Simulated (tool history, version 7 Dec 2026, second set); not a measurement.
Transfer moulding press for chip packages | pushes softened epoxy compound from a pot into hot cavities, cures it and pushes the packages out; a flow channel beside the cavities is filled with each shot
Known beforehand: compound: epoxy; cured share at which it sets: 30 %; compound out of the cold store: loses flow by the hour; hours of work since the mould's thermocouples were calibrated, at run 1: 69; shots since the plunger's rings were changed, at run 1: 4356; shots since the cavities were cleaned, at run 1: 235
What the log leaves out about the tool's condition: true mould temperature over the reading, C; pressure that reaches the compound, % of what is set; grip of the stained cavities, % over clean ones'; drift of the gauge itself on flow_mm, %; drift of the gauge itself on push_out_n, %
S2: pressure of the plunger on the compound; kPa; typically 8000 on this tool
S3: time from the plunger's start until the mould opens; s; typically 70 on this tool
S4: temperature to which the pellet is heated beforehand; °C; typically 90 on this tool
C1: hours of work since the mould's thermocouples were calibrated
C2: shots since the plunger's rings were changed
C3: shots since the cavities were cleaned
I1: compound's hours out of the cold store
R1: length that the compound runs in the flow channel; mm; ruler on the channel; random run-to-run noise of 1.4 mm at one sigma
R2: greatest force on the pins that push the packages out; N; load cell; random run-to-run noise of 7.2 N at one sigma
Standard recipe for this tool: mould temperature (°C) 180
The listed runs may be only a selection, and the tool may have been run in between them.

{"run": 1, "hour": 0.0, "mould temperature (°C)": 180, "S2": 8000, "S3": 70, "S4": 90, "C1": 69, "C2": 4356, "C3": 235, "I1": 41.3, "R1": 653, "R2": 368}
{"hour": 63.3, "done": "cavities cleaned with cleaning compound and waxed"}
{"run": 2, "hour": 74.7, "mould temperature (°C)": 180, "S2": 8000, "S3": 70, "S4": 90, "C1": 113, "C2": 5536, "C3": 183, "I1": 38.2, "R1": 660, "R2": 565}
{"hour": 92.8, "done": "plunger's sealing rings changed"}
{"hour": 140.5, "done": "cavities cleaned with cleaning compound and waxed"}
{"run": 3, "hour": 149.6, "mould temperature (°C)": 180, "S2": 8000, "S3": 70, "S4": 90, "C1": 156, "C2": 893, "C3": 147, "I1": 38.5, "R1": 680, "R2": 332}
{"run": 4, "hour": 185.4, "mould temperature (°C)": 180, "S2": 8000, "S3": 70, "S4": 90, "C1": 178, "C2": 1470, "C3": 724, "I1": 17.1, "R1": 790, "R2": 467}
{"hour": 219.6, "done": "cavities cleaned with cleaning compound and waxed"}
{"run": 5, "hour": 228.0, "mould temperature (°C)": 180, "S2": 8000, "S3": 69, "S4": 90, "C1": 203, "C2": 2134, "C3": 134, "I1": 46.1, "R1": 643, "R2": 343}
{"hour": 264.3, "done": "cavities cleaned with cleaning compound and waxed, once more"}
{"run": 6, "hour": 271.7, "mould temperature (°C)": 180, "S2": 8000, "S3": 69, "S4": 90, "C1": 228, "C2": 2815, "C3": 119, "I1": 13.3, "R1": 802, "R2": 358}
{"run": 7, "hour": 337.1, "mould temperature (°C)": 179, "S2": 8000, "S3": 69, "S4": 90, "C1": 268, "C2": 3872, "C3": 1176, "I1": 38.3, "R1": 671, "R2": 499}
{"hour": 343.3, "done": "cavities cleaned with cleaning compound and waxed"}
{"run": 8, "hour": 408.9, "mould temperature (°C)": 180, "S2": 8000, "S3": 70, "S4": 90, "C1": 310, "C2": 5006, "C3": 1058, "I1": 8.5, "R1": 815, "R2": 513}
{"hour": 419.2, "done": "cavities cleaned with cleaning compound and waxed"}
{"run": 9, "hour": 452.0, "mould temperature (°C)": 180, "S2": 8000, "S3": 70, "S4": 90, "C1": 335, "C2": 5677, "C3": 529, "I1": 14, "R1": 778, "R2": 427}
{"hour": 463.3, "done": "plunger's sealing rings changed"}
{"hour": 499.9, "done": "cavities cleaned with cleaning compound and waxed"}
{"run": 10, "hour": 519.2, "mould temperature (°C)": 180, "S2": 8000, "S3": 70, "S4": 90, "C1": 373, "C2": 877, "C3": 311, "I1": 19.8, "R1": 775, "R2": 393}
{"hour": 576.7, "done": "cavities cleaned with cleaning compound and waxed"}
{"run": 11, "hour": 576.7, "mould temperature (°C)": 180, "S2": 9110, "S3": 70, "S4": 90, "C1": 407, "C2": 1782, "C3": 0, "I1": 8.9, "R1": 889, "R2": 304}
{"run": 12, "hour": 646.2, "mould temperature (°C)": 180, "S2": 9110, "S3": 70, "S4": 90, "C1": 449, "C2": 2902, "C3": 1120, "I1": 23.7, "R1": 791, "R2": 475}
{"hour": 652.6, "done": "cavities cleaned with cleaning compound and waxed"}
{"run": 13, "hour": 683.5, "mould temperature (°C)": 180, "S2": 8000, "S3": 70, "S4": 90, "C1": 471, "C2": 3480, "C3": 499, "I1": 37.2, "R1": 673, "R2": 423}
{"hour": 728.2, "done": "cavities cleaned with cleaning compound and waxed"}
{"run": 14, "hour": 733.7, "mould temperature (°C)": 180, "S2": 9250, "S3": 70, "S4": 90, "C1": 500, "C2": 4267, "C3": 89, "I1": 26.2, "R1": 776, "R2": 326}
{"run": 15, "hour": 793.3, "mould temperature (°C)": 180, "S2": 6490, "S3": 99, "S4": 86, "C1": 536, "C2": 5229, "C3": 1051, "I1": 35.8, "R1": 604, "R2": 389}
{"hour": 806.4, "done": "mould's thermocouples calibrated"}
{"hour": 807.9, "done": "cavities cleaned with cleaning compound and waxed"}
{"hour": 836.3, "done": "plunger's sealing rings changed"}
{"run": 16, "hour": 869.1, "mould temperature (°C)": 180, "S2": 6490, "S3": 99, "S4": 86, "C1": 35, "C2": 529, "C3": 947, "I1": 36.7, "R1": 627, "R2": 385}
{"hour": 888.6, "done": "cavities cleaned with cleaning compound and waxed"}
{"run": 17, "hour": 916.8, "mould temperature (°C)": 180, "S2": 7450, "S3": 67, "S4": 90, "C1": 63, "C2": 1275, "C3": 455, "I1": 35.1, "R1": 674, "R2": 460}
{"hour": 965.2, "done": "cavities cleaned with cleaning compound and waxed"}
{"run": 18, "hour": 991.4, "mould temperature (°C)": 173, "S2": 6470, "S3": 95, "S4": 84, "C1": 107, "C2": 2455, "C3": 424, "I1": 32, "R1": 655, "R2": 391}
{"hour": 1041.9, "done": "cavities cleaned with cleaning compound and waxed"}
{"run": 19, "hour": 1064.7, "mould temperature (°C)": 186, "S2": 7790, "S3": 72, "S4": 99, "C1": 151, "C2": 3614, "C3": 368, "I1": 39.7, "R1": 637, "R2": 335}
{"hour": 1118.0, "done": "cavities cleaned with cleaning compound and waxed"}
{"run": 20, "hour": 1128.3, "mould temperature (°C)": 176, "S2": 7790, "S3": 72, "S4": 99, "C1": 188, "C2": 4616, "C3": 167, "I1": 8.6, "R1": 821, "R2": 434}
{"run": 21, "hour": 1165.5, "mould temperature (°C)": 176, "S2": 8940, "S3": 59, "S4": 84, "C1": 211, "C2": 5216, "C3": 767, "I1": 17.6, "R1": 824, "R2": 933}
{"hour": 1192.8, "done": "cavities cleaned with cleaning compound and waxed"}
{"hour": 1206.3, "done": "plunger's sealing rings changed"}
{"run": 22, "hour": 1235.2, "mould temperature (°C)": 180, "S2": 6120, "S3": 109, "S4": 90, "C1": 250, "C2": 466, "C3": 643, "I1": 10.3, "R1": 727, "R2": 371}
{"hour": 1273.4, "done": "cavities cleaned with cleaning compound and waxed"}
{"run": 23, "hour": 1280.5, "mould temperature (°C)": 180, "S2": 8000, "S3": 70, "S4": 94, "C1": 277, "C2": 1174, "C3": 115, "I1": 14.6, "R1": 801, "R2": 351}
{"run": 24, "hour": 1315.5, "mould temperature (°C)": 180, "S2": 8060, "S3": 59, "S4": 96, "C1": 298, "C2": 1738, "C3": 679, "I1": 10.3, "R1": 827, "R2": 664}
{"hour": 1348.4, "done": "cavities cleaned with cleaning compound and waxed"}
{"run": 25, "hour": 1376.8, "mould temperature (°C)": 179, "S2": 6840, "S3": 87, "S4": 90, "C1": 334, "C2": 2703, "C3": 459, "I1": 44, "R1": 602, "R2": 364}
{"hour": 1429.3, "done": "cavities cleaned with cleaning compound and waxed"}
{"run": 26, "hour": 1439.5, "mould temperature (°C)": 179, "S2": 6840, "S3": 87, "S4": 90, "C1": 371, "C2": 3692, "C3": 165, "I1": 32.3, "R1": 647, "R2": 307}

Forecast each of these 5 alternatives for the next run:
{"run": "A", "hour": 1475.6, "mould temperature (°C)": 179, "S2": 6840, "S3": 69, "S4": 98, "C1": 393, "C2": 4274, "C3": 747, "I1": 26.1, "R1": "?", "R2": "?"}
{"run": "B", "hour": 1475.6, "mould temperature (°C)": 180, "S2": 6860, "S3": 60, "S4": 90, "C1": 393, "C2": 4274, "C3": 747, "I1": 26.7, "R1": "?", "R2": "?"}
{"run": "C", "hour": 1475.6, "mould temperature (°C)": 179, "S2": 6300, "S3": 69, "S4": 100, "C1": 393, "C2": 4274, "C3": 747, "I1": 8.5, "R1": "?", "R2": "?"}
{"run": "D", "hour": 1475.6, "mould temperature (°C)": 180, "S2": 7160, "S3": 78, "S4": 90, "C1": 393, "C2": 4274, "C3": 747, "I1": 18.8, "R1": "?", "R2": "?"}
{"run": "E", "hour": 1475.6, "mould temperature (°C)": 176, "S2": 8000, "S3": 93, "S4": 90, "C1": 393, "C2": 4274, "C3": 747, "I1": 24.3, "R1": "?", "R2": "?"}

run=A R1=670 R2=470
run=B R1=666 R2=608
run=C R1=728 R2=512
run=D R1=721 R2=414
run=E R1=745 R2=415
Stripped of hidden state, with their random variation kept, the same runs would have yielded:
run=A R1=695 R2=296
run=B R1=690 R2=387
run=C R1=754 R2=327
run=D R1=747 R2=262
run=E R1=772 R2=261
